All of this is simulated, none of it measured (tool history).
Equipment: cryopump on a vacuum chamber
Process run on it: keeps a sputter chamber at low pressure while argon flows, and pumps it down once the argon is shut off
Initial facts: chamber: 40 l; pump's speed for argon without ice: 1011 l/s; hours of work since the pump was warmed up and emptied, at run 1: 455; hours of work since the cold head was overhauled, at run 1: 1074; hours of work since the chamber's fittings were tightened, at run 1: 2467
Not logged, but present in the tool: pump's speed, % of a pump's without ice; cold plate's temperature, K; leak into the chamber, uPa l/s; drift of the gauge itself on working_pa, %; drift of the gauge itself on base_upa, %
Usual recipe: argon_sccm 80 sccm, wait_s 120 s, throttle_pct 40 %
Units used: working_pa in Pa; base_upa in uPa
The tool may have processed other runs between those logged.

run	hour	argon_sccm	wait_s	throttle_pct	hours of work since the pump was warmed up and emptied	hours of work since the cold head was overhauled	hours of work since the chamber's fittings were tightened	working_pa	base_upa
1	0.0	80	120	40	455	1074	2467	0.3805	3.46
2	58.0	80	120	40	494	1113	2505	0.3864	3.54
3	118.8	80	120	40	534	1153	2545	0.3877	3.74
4	162.7	80	120	40	563	1182	2574	0.3910	3.83
# hour 214.9: pump warmed up, emptied and cooled again
5	246.9	80	120	40	21	1234	2626	0.3398	2.88
6	314.5	80	120	40	66	1278	2671	0.3410	2.94
7	386.4	80	120	40	113	1326	2718	0.3436	2.92
8	430.6	80	120	40	142	1355	2747	0.3467	3.07
9	501.0	80	120	40	188	1401	2794	0.3503	3.25
10	577.5	80	120	40	239	1452	2844	0.3539	3.26
11	635.2	80	120	40	277	1490	2882	0.3576	3.43
12	699.8	52	120	40	319	1532	2925	0.2333	3.67
13	768.0	52	120	40	364	1577	2970	0.2385	3.82
14	813.7	52	120	40	394	1607	3000	0.2402	3.80
15	858.7	52	120	40	424	1637	3029	0.2438	3.94
16	902.4	52	120	40	453	1666	3058	0.2441	4.05
17	961.3	52	120	40	492	1704	3097	0.2459	4.09
18	1036.2	80	120	40	541	1754	3146	0.3834	4.28
19	1087.1	80	120	40	575	1787	3180	0.3897	4.53
# hour 1121.5: pump warmed up, emptied and cooled again
# hour 1127.3: leaking fittings of the chamber tightened, without venting
20	1161.2	113	81	20	25	1831	22	0.9469	0.66
21	1218.5	113	81	20	63	1869	60	0.9559	0.79
22	1260.7	64	23	23	90	1897	88	0.4715	1.76
23	1330.7	77	123	56	136	1943	134	0.2416	0.77
24	1378.6	48	139	56	168	1975	166	0.1523	0.72
25	1456.5	48	139	56	219	2026	217	0.1521	0.84
26	1509.4	88	70	40	254	2061	252	0.3932	1.12
27	1585.5	89	51	39	304	2111	302	0.4096	1.31
28	1630.9	91	56	40	334	2141	332	0.4134	1.24
29	1668.1	91	56	40	359	2165	356	0.4150	1.33
30	1718.2	36	25	40	392	2198	389	0.1650	2.06
31	1761.7	36	25	40	420	2227	418	0.1668	2.04
32	1806.5	48	48	49	450	2256	447	0.1900	1.53
33	1842.4	48	152	43	474	2280	471	0.2128	1.14
34	1920.8	101	120	15	525	2332	523	1.1803	1.30
35	1969.9	94	120	15	557	2364	555	1.1094	1.41

Branching from run 35: 3 alternative next runs. What would each branch give?
A	2023.4	94	120	46	593	2399	590	?	?
B	2023.4	87	120	17	593	2399	590	?	?
C	2023.4	94	142	15	593	2399	590	?	?

run	working_pa	base_upa
A	0.4124	1.38
B	0.9147	1.43
C	1.1227	1.39
Without the tool's hidden state the same runs would have given:
run	working_pa	base_upa
A	0.3432	0.51
B	0.8512	0.56
C	1.0534	0.50

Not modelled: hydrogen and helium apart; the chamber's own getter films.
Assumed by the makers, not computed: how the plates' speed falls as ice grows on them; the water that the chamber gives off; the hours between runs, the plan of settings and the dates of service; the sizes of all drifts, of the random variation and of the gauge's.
